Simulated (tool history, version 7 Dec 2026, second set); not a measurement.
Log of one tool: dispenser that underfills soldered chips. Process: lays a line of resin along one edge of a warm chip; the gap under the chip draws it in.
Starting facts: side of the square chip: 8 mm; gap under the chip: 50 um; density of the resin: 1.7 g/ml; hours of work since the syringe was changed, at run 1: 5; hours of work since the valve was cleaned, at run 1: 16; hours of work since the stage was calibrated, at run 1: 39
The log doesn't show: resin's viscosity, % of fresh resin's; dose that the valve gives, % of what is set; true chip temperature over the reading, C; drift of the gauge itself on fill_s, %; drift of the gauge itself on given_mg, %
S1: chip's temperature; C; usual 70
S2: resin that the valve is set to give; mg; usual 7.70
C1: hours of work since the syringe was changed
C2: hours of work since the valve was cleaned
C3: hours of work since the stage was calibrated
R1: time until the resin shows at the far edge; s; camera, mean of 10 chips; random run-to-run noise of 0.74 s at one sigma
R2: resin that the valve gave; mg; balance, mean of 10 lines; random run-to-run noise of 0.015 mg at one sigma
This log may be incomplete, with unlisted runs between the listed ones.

run	hour	S1	S2	C1	C2	C3	R1	R2
1	0.0	70	7.70	5	16	39	99.2	7.57
# hour 2.4: new syringe of resin
2	4.5	70	7.70	2	19	42	74.7	7.59
3	8.8	70	7.81	5	22	45	93.3	7.71
# hour 12.2: new syringe of resin
4	14.7	57	7.81	2	27	50	115.9	7.62
5	20.4	57	7.81	6	31	54	158.1	7.60
# hour 21.8: new syringe of resin
6	24.0	57	7.81	2	33	57	115.1	7.61
7	26.3	57	7.81	3	35	58	129.6	7.58
# hour 31.6: new syringe of resin
8	32.3	57	7.81	1	39	63	105.1	7.58
9	34.9	70	7.70	3	41	65	81.3	7.47
10	37.2	70	7.70	4	43	66	90.9	7.42
# hour 41.5: new syringe of resin
# hour 42.5: dispensing valve cleaned and set on the balance
11	44.2	70	7.70	1	1	71	72.3	7.69
12	48.8	70	7.70	5	5	74	94.7	7.66
# hour 52.1: new syringe of resin
13	52.7	70	7.70	0	8	77	68.4	7.63
14	56.8	70	7.70	4	11	80	84.6	7.60
# hour 61.8: new syringe of resin
15	62.0	70	7.70	0	14	84	66.8	7.62
16	65.4	63	7.70	3	17	86	102.0	7.56
17	69.7	63	9.16	6	20	90	125.5	9.00
# hour 71.4: new syringe of resin
18	74.7	70	7.70	3	24	93	78.3	7.53
19	79.9	70	7.70	6	28	97	104.2	7.51
# hour 81.4: new syringe of resin
20	84.9	76	7.23	3	31	101	67.6	7.02
21	87.7	65	9.22	5	33	103	105.8	8.94
# hour 90.9: new syringe of resin
22	92.2	85	6.90	1	37	106	45.0	6.67
23	97.1	85	6.90	5	40	110	60.8	6.65
# hour 100.5: new syringe of resin
24	102.1	82	6.90	1	44	113	51.5	6.64
# hour 106.4: dispensing valve cleaned and set on the balance
25	107.1	65	8.76	4	0	116	102.3	8.77
# hour 111.4: new syringe of resin
26	113.0	63	7.82	1	5	121	93.4	7.79
27	115.4	64	7.13	3	7	122	102.2	7.08
28	117.8	73	9.64	5	8	124	83.8	9.56
# hour 121.3: new syringe of resin
29	123.8	73	9.64	2	13	129	66.4	9.51
30	128.2	73	9.64	5	16	132	83.1	9.51
# hour 131.0: new syringe of resin
31	131.8	72	9.16	1	19	135	63.7	9.03
32	135.1	77	9.16	3	21	137	65.0	8.98
33	137.6	77	9.16	5	23	139	75.0	8.98
# hour 140.7: new syringe of resin
34	142.8	77	9.16	2	27	143	56.7	8.96
35	146.6	77	9.16	5	30	146	70.8	8.95

Predict each of these 4 candidate next runs independently; none follows another, all start after run 35:
A	149.4	70	7.12	7	32	148	?	?
B	149.4	81	8.74	7	32	148	?	?
C	149.4	79	6.58	7	32	148	?	?
D	149.4	70	9.32	7	32	148	?	?

run	R1	R2
A	108.9	6.93
B	73.0	8.51
C	84.5	6.40
D	103.4	9.04
Stripped of hidden state, with their random variation kept, the same runs would have yielded:
run	R1	R2
A	68.8	7.12
B	46.3	8.74
C	53.3	6.58
D	65.9	9.29

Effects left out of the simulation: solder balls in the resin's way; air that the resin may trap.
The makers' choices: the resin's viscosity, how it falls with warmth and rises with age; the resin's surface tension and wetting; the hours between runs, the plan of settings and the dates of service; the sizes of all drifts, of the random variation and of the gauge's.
